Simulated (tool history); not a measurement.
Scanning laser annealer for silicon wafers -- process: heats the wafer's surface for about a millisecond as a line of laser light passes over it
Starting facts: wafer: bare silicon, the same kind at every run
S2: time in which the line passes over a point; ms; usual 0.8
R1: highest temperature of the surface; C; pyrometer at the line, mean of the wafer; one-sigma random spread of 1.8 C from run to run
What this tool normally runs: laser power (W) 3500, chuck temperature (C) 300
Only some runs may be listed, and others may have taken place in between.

Run 1, hour 0: usual settings. Result: R1 1013 C.
Run 2, hour 33.6: usual settings. Result: R1 1012 C.
Run 3, hour 60.3: usual settings. Result: R1 1012 C.
Run 4, hour 94.1: usual settings. Result: R1 1009 C.
Run 5, hour 136.2: usual settings. Result: R1 1009 C.
Run 6, hour 166.8: usual settings but laser power (W) 3514. Result: R1 1006 C.
Run 7, hour 193.2: usual settings but laser power (W) 3514. Result: R1 1010 C.
Run 8, hour 229.3: usual settings but S2 0.654 ms. Result: R1 934 C.
Run 9, hour 259: usual settings but laser power (W) 3625. Result: R1 1030 C.
Run 10, hour 281.6: usual settings. Result: R1 1006 C.
At hour 286.9: window over the wafer cleaned.
Run 11, hour 325.3: usual settings but S2 0.841 ms. Result: R1 1044 C.
Run 12, hour 367: usual settings but S2 0.841 ms, chuck temperature (C) 310. Result: R1 1054 C.
Run 13, hour 414.4: usual settings but S2 0.841 ms, chuck temperature (C) 310. Result: R1 1058 C.
Run 14, hour 444: usual settings but S2 0.841 ms, chuck temperature (C) 310. Result: R1 1051 C.
Run 15, hour 471.3: usual settings but S2 0.841 ms, chuck temperature (C) 310. Result: R1 1052 C.
Run 16, hour 496.3: usual settings but S2 0.841 ms, chuck temperature (C) 283. Result: R1 1028 C.
Run 17, hour 539.2: usual settings but S2 0.841 ms, chuck temperature (C) 283. Result: R1 1019 C.
Run 18, hour 583.3: usual settings but S2 0.841 ms, chuck temperature (C) 283. Result: R1 1021 C.
Run 19, hour 618.9: usual settings but S2 0.841 ms, chuck temperature (C) 283. Result: R1 1025 C.
Run 20, hour 658.3: usual settings but S2 0.841 ms, chuck temperature (C) 283. Result: R1 1021 C.
Run 21, hour 684: usual settings but S2 0.841 ms, chuck temperature (C) 301. Result: R1 1041 C.
Run 22, hour 705.6: usual settings but laser power (W) 3793, S2 0.587 ms, chuck temperature (C) 301. Result: R1 954 C.
Run 23, hour 738.6: usual settings but laser power (W) 3746, S2 0.98 ms, chuck temperature (C) 263. Result: R1 1119 C.
Run 24, hour 760.5: usual settings but laser power (W) 3746, S2 0.98 ms, chuck temperature (C) 263. Result: R1 1112 C.
Run 25, hour 782.5: usual settings but laser power (W) 3185, chuck temperature (C) 337. Result: R1 992 C.
Run 26, hour 810.2: usual settings but S2 0.825 ms, chuck temperature (C) 332. Result: R1 1056 C.
Run 27, hour 832.8: usual settings but laser power (W) 3189, S2 0.942 ms, chuck temperature (C) 320. Result: R1 1033 C.
Run 28, hour 866: usual settings but laser power (W) 3189, S2 0.942 ms, chuck temperature (C) 320. Result: R1 1036 C.
Run 29, hour 910.3: usual settings but laser power (W) 3453, S2 0.611 ms, chuck temperature (C) 277. Result: R1 882 C.
Run 30, hour 941.7: usual settings but laser power (W) 3453, S2 0.611 ms, chuck temperature (C) 277. Result: R1 880 C.
Run 31, hour 965.4: usual settings but laser power (W) 3453, S2 0.611 ms, chuck temperature (C) 277. Result: R1 884 C.
Run 32, hour 1001.4: usual settings but laser power (W) 3392, S2 0.611 ms, chuck temperature (C) 277. Result: R1 866 C.
Run 33, hour 1039.9: usual settings but laser power (W) 3104. Result: R1 927 C.

The same runs without the tool's hidden state, with the same run-to-run variation:
Hidden conditions of the tool in this case: light that passes the window, % of a clean one's; laser's true power over the reading, %; width of the line over the set one, %; drift of the gauge itself on peak_c, C.
run    R1
  1  1027
  2  1027
  3  1028
  4  1026
  5  1027
  6  1024
  7  1029
  8   952
  9  1050
 10  1027
 11  1045
 12  1056
 13  1061
 14  1055
 15  1057
 16  1033
 17  1026
 18  1028
 19  1033
 20  1031
 21  1051
 22   963
 23  1131
 24  1126
 25  1003
 26  1069
 27  1046
 28  1050
 29   894
 30   894
 31   898
 32   880
 33   943

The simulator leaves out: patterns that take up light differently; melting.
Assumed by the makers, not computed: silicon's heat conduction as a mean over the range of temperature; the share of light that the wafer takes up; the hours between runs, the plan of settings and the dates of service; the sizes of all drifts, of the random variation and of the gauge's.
